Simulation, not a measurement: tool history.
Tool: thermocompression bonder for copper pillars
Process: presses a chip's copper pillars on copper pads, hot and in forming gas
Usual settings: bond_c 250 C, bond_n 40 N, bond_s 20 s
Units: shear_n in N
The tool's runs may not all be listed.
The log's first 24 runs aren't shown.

run,hour,bond_c,bond_n,bond_s,shear_n
25,891.5,280,58,35,126.0
26,924.9,250,41,27,109.0
27,970.7,250,41,27,107.0
# hour 1005.7: heater calibrated with a thermocouple chip
28,1009.1,250,41,27,99.0
29,1051.2,236,44,20,82.3
# hour 1077.6: force cell calibrated
# hour 1083.0: forming gas filter changed
30,1096.2,236,44,20,88.1
31,1137.7,236,44,20,85.5
32,1166.4,250,40,23,96.2
33,1192.0,250,30,22,81.6
34,1241.2,250,30,22,81.1
35,1272.2,247,30,15,69.2
36,1305.4,245,27,15,61.0
37,1331.5,246,31,31,82.8
# hour 1344.1: forming gas filter changed
38,1382.8,266,49,41,124.5
39,1425.5,266,49,41,123.9

Forecast each of these 3 alternatives for the next run:
A,1471.6,250,31,20,?
B,1471.6,248,43,18,?
C,1471.6,248,31,21,?

run,shear_n
A,83.2
B,92.8
C,83.1
Without the tool's hidden state the same runs would have given:
run,shear_n
A,84.8
B,95.1
C,84.6
